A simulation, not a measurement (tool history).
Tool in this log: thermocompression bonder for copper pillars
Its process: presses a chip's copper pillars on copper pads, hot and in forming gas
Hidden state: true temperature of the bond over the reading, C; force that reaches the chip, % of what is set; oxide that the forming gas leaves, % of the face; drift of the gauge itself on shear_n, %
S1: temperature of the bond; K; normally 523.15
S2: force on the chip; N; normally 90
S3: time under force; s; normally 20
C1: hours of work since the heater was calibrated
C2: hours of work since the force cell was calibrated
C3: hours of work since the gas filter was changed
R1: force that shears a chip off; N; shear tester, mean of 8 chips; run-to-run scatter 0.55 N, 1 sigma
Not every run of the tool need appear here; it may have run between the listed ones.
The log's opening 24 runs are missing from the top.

run	hour	S1	S2	S3	C1	C2	C3	R1
25	943.4	523.15	83	26	1005	1123	51	67.2
26	967.5	528.15	67	12	1023	1140	68	52.6
27	997.5	519.15	82	12	1044	1162	90	50.5
28	1032.2	551.15	127	22	1069	1187	115	89.6
# hour 1066: force cell calibrated
29	1066	510.15	135	19	1093	0	139	65.5
30	1116.9	510.15	135	19	1129	37	175	65
31	1156.2	553.15	135	19	1158	65	204	89
32	1209.4	542.15	55	22	1196	104	242	65.6

What will run 33 give?
33	1261.3	542.15	55	22	1234	141	280	?

R1: 65.3 N
Were there no unlogged condition in the tool, this run, its random variation unchanged, would have produced R1 65.5 N.
